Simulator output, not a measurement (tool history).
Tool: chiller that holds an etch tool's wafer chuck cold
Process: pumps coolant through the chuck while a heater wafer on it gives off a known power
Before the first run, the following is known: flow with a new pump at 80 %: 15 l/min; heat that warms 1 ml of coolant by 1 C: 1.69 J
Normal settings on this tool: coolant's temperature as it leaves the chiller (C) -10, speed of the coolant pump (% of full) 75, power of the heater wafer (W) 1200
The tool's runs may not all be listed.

run,hour,coolant's temperature as it leaves the chiller (C),speed of the coolant pump (% of full),power of the heater wafer (W),chuck's temperature once it has settled (C),how much warmer the coolant comes back (C)
1,0,-10,75,1200,-0.6,3.05
2,55.1,-10,75,1200,-0.7,3.05
3,118.9,-10,75,1200,-0.7,3.04
4,182.5,-10,75,797,-3.9,2.01
5,216.8,-10,75,1200,-1,3.03
6,286.4,-10,75,1200,-0.9,3.04
7,334.5,-10,75,1200,-0.7,3.01
8,392.9,-10,75,1200,-0.7,3.07
9,460.9,-10,75,1200,-0.7,3.04
10,521,-1,75,1200,8.3,3.12
11,580.4,-1,66,1200,9.4,3.55
12,656.2,-10,75,1200,-0.9,3.04
13,711.3,-10,75,1200,-0.7,2.99
14,756.1,-10,75,1200,-0.8,3.07
15,817.4,-10,75,1200,-0.7,3.05
16,854.3,-5,86,810,0.5,1.8
17,929.3,-6,88,1200,2.1,2.55
18,1009.7,-9,63,1200,1.9,3.72
19,1043.3,-10,82,1200,-1.5,2.74
20,1078.5,-10,86,1067,-2.6,2.3
21,1146.3,-10,86,1067,-2.7,2.35
22,1219.2,-3,89,1476,6.8,3.09
23,1261.3,-3,89,1476,6.8,3.14
24,1297.8,-10,89,669,-5.5,1.36
25,1371.2,-7,75,1200,2.4,3.04
26,1423.5,-9,75,965,-1.6,2.43
27,1477.6,-9,75,965,-1.5,2.45
28,1532,-9,75,965,-1.6,2.44
29,1601.5,-10,75,941,-2.7,2.4

Alternative continuations, all from the tool just after run 29; predict every row:
A,1668.5,-16,99,660,?,?
B,1668.5,-10,62,1197,?,?
C,1668.5,-4,93,1457,?,?
D,1668.5,-5,70,1200,?,?
E,1668.5,-18,61,664,?,?

run,chuck's temperature once it has settled (C),how much warmer the coolant comes back (C)
A,-12,1.25
B,1,3.75
C,5.3,2.91
D,4.9,3.3
E,-12,2.13
The same runs, with their run-to-run variation unchanged, on a tool lacking any hidden condition would have given:
run,chuck's temperature once it has settled (C),how much warmer the coolant comes back (C)
A,-12,1.25
B,0.9,3.74
C,5.3,2.91
D,4.9,3.3
E,-12,2.12
